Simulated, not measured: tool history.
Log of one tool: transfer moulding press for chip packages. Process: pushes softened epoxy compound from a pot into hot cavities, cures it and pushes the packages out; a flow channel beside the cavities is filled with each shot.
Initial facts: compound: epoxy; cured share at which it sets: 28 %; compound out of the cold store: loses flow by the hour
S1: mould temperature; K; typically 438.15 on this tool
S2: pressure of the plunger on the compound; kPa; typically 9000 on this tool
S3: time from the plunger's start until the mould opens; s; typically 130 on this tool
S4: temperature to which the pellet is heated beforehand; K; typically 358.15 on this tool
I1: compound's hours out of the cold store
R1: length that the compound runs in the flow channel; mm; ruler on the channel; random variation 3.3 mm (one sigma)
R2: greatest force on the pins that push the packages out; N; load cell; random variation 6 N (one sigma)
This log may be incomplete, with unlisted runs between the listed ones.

run,day,S1,S2,S3,S4,I1,R1,R2
1,0,438.15,9000,130,358.15,16.8,641,353
2,0.279,438.15,9000,130,358.15,35.4,588,341
3,0.742,438.15,9000,130,358.15,25.9,612,361
4,0.983,438.15,9000,130,358.15,8.6,670,389
5,1.275,438.15,7680,130,358.15,20.9,580,394
6,1.667,438.15,7680,130,358.15,45.3,518,366
7,2.138,438.15,9000,130,358.15,26.2,610,390
# day 2.583: cavities cleaned with cleaning compound and waxed
8,2.592,438.15,9000,130,358.15,11.7,649,501
9,3.021,438.15,10160,130,358.15,46.5,590,467
10,3.446,438.15,10160,130,358.15,13.1,688,496
11,3.942,438.15,9000,130,360.15,29.3,594,472
12,4.15,438.15,9000,130,358.15,19.2,624,473
13,4.362,438.15,9000,130,358.15,21.1,623,479
14,4.683,436.15,9000,130,358.15,46.5,553,507
15,4.983,438.15,9000,137,358.15,11.2,646,450
# day 5.304: cavities cleaned with cleaning compound and waxed, once more
# day 5.442: plunger's sealing rings changed
16,5.542,438.15,7080,158,358.15,13.3,599,186
17,5.95,438.15,9000,130,360.15,28.3,619,265
18,6.4,444.15,9000,130,358.15,34.3,602,233
19,6.712,444.15,9000,130,358.15,43.1,570,242
20,7.229,444.15,9000,130,358.15,43,573,264
21,7.538,444.15,9000,130,367.15,29.9,605,257
22,7.854,446.15,7140,130,364.15,41.8,509,266
23,8.288,438.15,9000,123,358.15,26.6,620,394
24,8.629,438.15,9000,123,358.15,43.3,578,381
25,8.854,430.15,9000,166,358.15,18.7,671,425
26,9.342,437.15,10440,130,365.15,41.7,625,383
27,9.621,438.15,10440,134,365.15,13.2,718,360
28,10.021,437.15,9000,130,358.15,14.4,661,413
# day 10.392: cavities cleaned with cleaning compound and waxed
29,10.567,437.15,9000,130,358.15,13,674,272

3 options for the next run, each taken on its own from the tool as it stands now. Forecast them:
A,10.929,442.15,9000,149,364.15,38.8,?,?
B,10.929,434.15,9000,119,358.15,23.8,?,?
C,10.929,437.15,10080,121,358.15,44.5,?,?

run,R1,R2
A,582,204
B,645,429
C,610,319
The same runs, with their run-to-run variation unchanged, on a tool lacking any hidden condition would have given:
run,R1,R2
A,591,178
B,655,361
C,620,270
